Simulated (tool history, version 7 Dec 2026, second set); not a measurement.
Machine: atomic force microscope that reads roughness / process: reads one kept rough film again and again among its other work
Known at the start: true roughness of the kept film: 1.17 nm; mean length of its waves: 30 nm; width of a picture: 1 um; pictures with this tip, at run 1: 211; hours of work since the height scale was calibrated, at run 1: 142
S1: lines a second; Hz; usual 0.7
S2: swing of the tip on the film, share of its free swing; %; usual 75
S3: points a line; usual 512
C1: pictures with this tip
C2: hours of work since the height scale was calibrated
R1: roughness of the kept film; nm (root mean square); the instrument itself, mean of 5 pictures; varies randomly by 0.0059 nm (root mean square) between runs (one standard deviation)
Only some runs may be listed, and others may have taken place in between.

Run 1, day 0: usual settings; C1 211; C2 142. Result: R1 0.971 nm (root mean square).
Run 2, day 0.525: usual settings; C1 240; C2 151. Result: R1 0.967 nm (root mean square).
At day 0.875: new tip fitted.
Run 3, day 1.154: usual settings but S3 264; C1 15; C2 160. Result: R1 1.052 nm (root mean square).
Run 4, day 1.771: usual settings but S3 264; C1 49; C2 170. Result: R1 1.037 nm (root mean square).
Run 5, day 2.517: usual settings but S3 264; C1 90; C2 182. Result: R1 1.021 nm (root mean square).
Run 6, day 3.004: usual settings but S3 264; C1 117; C2 190. Result: R1 1.002 nm (root mean square).
Run 7, day 3.458: usual settings but S3 264; C1 142; C2 197. Result: R1 0.996 nm (root mean square).
Run 8, day 4.046: usual settings but S3 264; C1 174; C2 206. Result: R1 0.98 nm (root mean square).
Run 9, day 4.542: usual settings but S3 264; C1 201; C2 214. Result: R1 0.953 nm (root mean square).
Run 10, day 5.054: usual settings; C1 229; C2 222. Result: R1 0.96 nm (root mean square).
At day 5.65: new tip fitted.
Run 11, day 5.767: usual settings but S2 63 %; C1 7; C2 233. Result: R1 1.081 nm (root mean square).
Run 12, day 6.488: usual settings but S3 630; C1 46; C2 245. Result: R1 1.063 nm (root mean square).
Run 13, day 7.054: usual settings but S3 630; C1 77; C2 254. Result: R1 1.037 nm (root mean square).
Run 14, day 7.612: usual settings but S3 630; C1 108; C2 263. Result: R1 1.023 nm (root mean square).
Run 15, day 7.929: usual settings; C1 125; C2 268. Result: R1 1 nm (root mean square).
Run 16, day 8.533: usual settings; C1 158; C2 277. Result: R1 0.993 nm (root mean square).
Run 17, day 9.138: usual settings; C1 191; C2 287. Result: R1 0.978 nm (root mean square).
Run 18, day 9.612: usual settings; C1 217; C2 294. Result: R1 0.969 nm (root mean square).
Run 19, day 9.962: usual settings but S1 0.608 Hz; C1 237; C2 300. Result: R1 0.975 nm (root mean square).
At day 10.379: new tip fitted.
Run 20, day 10.717: usual settings but S1 0.608 Hz; C1 19; C2 312. Result: R1 1.069 nm (root mean square).
Run 21, day 11.05: usual settings but S1 0.608 Hz; C1 37; C2 317. Result: R1 1.064 nm (root mean square).
Run 22, day 11.725: usual settings but S1 0.608 Hz, S2 66 %; C1 74; C2 328. Result: R1 1.061 nm (root mean square).
Run 23, day 12.471: usual settings but S1 0.608 Hz, S2 66 %; C1 115; C2 339. Result: R1 1.037 nm (root mean square).
Run 24, day 12.917: usual settings but S1 0.608 Hz, S2 66 %; C1 139; C2 346. Result: R1 1.029 nm (root mean square).
Run 25, day 13.258: usual settings but S1 0.608 Hz, S2 66 %; C1 158; C2 352. Result: R1 1.008 nm (root mean square).
Run 26, day 13.8: usual settings but S1 2.073 Hz, S2 66 %; C1 188; C2 361. Result: R1 0.948 nm (root mean square).
Run 27, day 14.392: usual settings but S2 87 %, S3 275; C1 220; C2 370. Result: R1 0.927 nm (root mean square).
Run 28, day 14.962: usual settings but S1 0.768 Hz, S2 59 %; C1 251; C2 379. Result: R1 0.98 nm (root mean square).
At day 15.125: new tip fitted.
Run 29, day 15.308: usual settings but S1 1.561 Hz, S3 257; C1 10; C2 384. Result: R1 1.008 nm (root mean square).
Run 30, day 15.862: usual settings but S2 84 %, S3 640; C1 40; C2 393. Result: R1 1.033 nm (root mean square).
Run 31, day 16.554: usual settings but S1 3.003 Hz, S2 72 %, S3 298; C1 78; C2 404. Result: R1 0.925 nm (root mean square).
Run 32, day 17.079: usual settings but S1 3.003 Hz, S2 72 %, S3 298; C1 107; C2 412. Result: R1 0.916 nm (root mean square).
Run 33, day 17.417: usual settings but S1 2.155 Hz, S2 77 %, S3 269; C1 126; C2 418. Result: R1 0.914 nm (root mean square).
Run 34, day 18.179: usual settings but S1 2.155 Hz, S2 77 %, S3 269; C1 167; C2 430. Result: R1 0.895 nm (root mean square).
Run 35, day 18.888: usual settings but S1 2.155 Hz, S2 77 %, S3 269; C1 206; C2 441. Result: R1 0.878 nm (root mean square).
Run 36, day 19.554: usual settings but S1 1.115 Hz, S2 82 %, S3 442; C1 243; C2 452. Result: R1 0.904 nm (root mean square).
At day 19.846: new tip fitted.
Run 37, day 20.333: usual settings but S1 1.115 Hz, S2 86 %, S3 694; C1 26; C2 464. Result: R1 1 nm (root mean square).
Run 38, day 21.038: usual settings but S2 55 %, S3 377; C1 65; C2 475. Result: R1 1.071 nm (root mean square).
Run 39, day 21.538: usual settings but S2 55 %, S3 377; C1 92; C2 483. Result: R1 1.046 nm (root mean square).
Run 40, day 21.938: usual settings but S2 55 %, S3 377; C1 114; C2 489. Result: R1 1.046 nm (root mean square).
Run 41, day 22.388: usual settings but S1 0.752 Hz, S2 88 %, S3 475; C1 139; C2 496. Result: R1 0.958 nm (root mean square).
Run 42, day 23.088: usual settings but S1 2.694 Hz, S2 88 %, S3 670; C1 177; C2 507. Result: R1 0.795 nm (root mean square).
Run 43, day 23.85: usual settings but S1 0.623 Hz, S2 56 %, S3 975; C1 219; C2 519. Result: R1 0.996 nm (root mean square).
Run 44, day 24.421: usual settings but S1 0.623 Hz, S2 56 %, S3 810; C1 250; C2 528. Result: R1 0.981 nm (root mean square).
At day 24.604: new tip fitted.
Run 45, day 24.871: usual settings but S1 0.623 Hz, S2 56 %, S3 810; C1 15; C2 535. Result: R1 1.102 nm (root mean square).
Run 46, day 25.567: usual settings but S1 2.786 Hz, S3 809; C1 53; C2 546. Result: R1 0.946 nm (root mean square).
Run 47, day 26.179: usual settings but S2 65 %, S3 503; C1 86; C2 556. Result: R1 1.061 nm (root mean square).
Run 48, day 26.796: usual settings but S2 81 %, S3 677; C1 120; C2 566. Result: R1 0.996 nm (root mean square).
Run 49, day 27.117: usual settings but S1 1.233 Hz, S2 60 %; C1 138; C2 571. Result: R1 1.023 nm (root mean square).
Run 50, day 27.55: usual settings but S1 1.233 Hz, S2 60 %; C1 162; C2 578. Result: R1 0.994 nm (root mean square).
Run 51, day 28.017: usual settings but S1 0.781 Hz, S2 60 %; C1 187; C2 585. Result: R1 1.007 nm (root mean square).

5 ways to go on from here, each from the tool as it stands after run 51. What would each give?
Run A, day 28.467: usual settings but S1 0.781 Hz, S2 60 %, S3 341; C1 212; C2 592. Result: R1 ?.
Run B, day 28.467: usual settings but S1 2.183 Hz, S2 56 %, S3 625; C1 212; C2 592. Result: R1 ?.
Run C, day 28.467: usual settings but S1 3.019 Hz, S3 796; C1 212; C2 592. Result: R1 ?.
Run D, day 28.467: usual settings but S1 0.877 Hz, S2 66 %, S3 503; C1 212; C2 592. Result: R1 ?.
Run E, day 28.467: usual settings but S2 67 %; C1 212; C2 592. Result: R1 ?.

run     R1
  A  0.987
  B   0.98
  C  0.863
  D  0.974
  E   0.99
Without the tool's hidden state the same runs would have given:
run     R1
  A  1.098
  B  1.091
  C   0.96
  D  1.084
  E  1.101
